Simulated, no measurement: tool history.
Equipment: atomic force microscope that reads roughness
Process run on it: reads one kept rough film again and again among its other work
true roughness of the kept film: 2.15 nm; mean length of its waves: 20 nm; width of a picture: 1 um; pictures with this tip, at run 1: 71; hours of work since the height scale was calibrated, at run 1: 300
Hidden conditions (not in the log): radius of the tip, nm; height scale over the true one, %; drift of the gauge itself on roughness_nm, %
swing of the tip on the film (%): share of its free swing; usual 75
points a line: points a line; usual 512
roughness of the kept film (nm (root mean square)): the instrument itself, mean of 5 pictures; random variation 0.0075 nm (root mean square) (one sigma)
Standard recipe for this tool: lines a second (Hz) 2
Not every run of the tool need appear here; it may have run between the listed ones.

| run | hour | lines a second (Hz) | swing of the tip on the film (%) | points a line | pictures with this tip | hours of work since the height scale was calibrated | roughness of the kept film (nm (root mean square)) |
|---|---|---|---|---|---|---|---|
| 1 | 0 | 2 | 75 | 512 | 71 | 300 | 1.568 |
| 2 | 25 | 2 | 75 | 512 | 88 | 311 | 1.576 |
| 3 | 50.6 | 2 | 75 | 512 | 105 | 322 | 1.586 |
| 4 | 75.3 | 2 | 75 | 512 | 121 | 332 | 1.586 |
| 5 | 106.2 | 2 | 81 | 512 | 142 | 345 | 1.525 |
| 6 | 144 | 2 | 81 | 512 | 167 | 361 | 1.516 |
| 7 | 172.3 | 2 | 81 | 512 | 186 | 373 | 1.52 |
| 8 | 202.9 | 3.45 | 75 | 512 | 207 | 386 | 1.459 |
| 9 | 230.1 | 0.88 | 75 | 370 | 225 | 398 | 1.662 |
| 10 | 250.9 | 0.85 | 66 | 465 | 239 | 407 | 1.699 |
| 11 | 282.9 | 0.66 | 71 | 512 | 261 | 420 | 1.717 |
|  | 289 | new tip fitted |
| 12 | 304.7 | 0.66 | 71 | 512 | 11 | 429 | 1.695 |
| 13 | 328.7 | 1.86 | 70 | 647 | 27 | 440 | 1.634 |
| 14 | 367.1 | 2.02 | 82 | 373 | 53 | 456 | 1.503 |
| 15 | 403.2 | 0.62 | 70 | 512 | 77 | 471 | 1.7 |
| 16 | 425.1 | 0.62 | 70 | 512 | 92 | 480 | 1.716 |

Here are 3 independent what-if runs from the current tool condition. What would each one return?
| A | 449.3 | 2 | 75 | 682 | 108 | 491 | ? |
| B | 449.3 | 2 | 69 | 512 | 108 | 491 | ? |
| C | 449.3 | 0.62 | 56 | 512 | 108 | 491 | ? |

| run | roughness of the kept film (nm (root mean square)) |
|---|---|
| A | 1.597 |
| B | 1.62 |
| C | 1.731 |
Without the tool's unlogged condition, the same runs would have read:
| run | roughness of the kept film (nm (root mean square)) |
|---|---|
| A | 1.6 |
| B | 1.624 |
| C | 1.734 |

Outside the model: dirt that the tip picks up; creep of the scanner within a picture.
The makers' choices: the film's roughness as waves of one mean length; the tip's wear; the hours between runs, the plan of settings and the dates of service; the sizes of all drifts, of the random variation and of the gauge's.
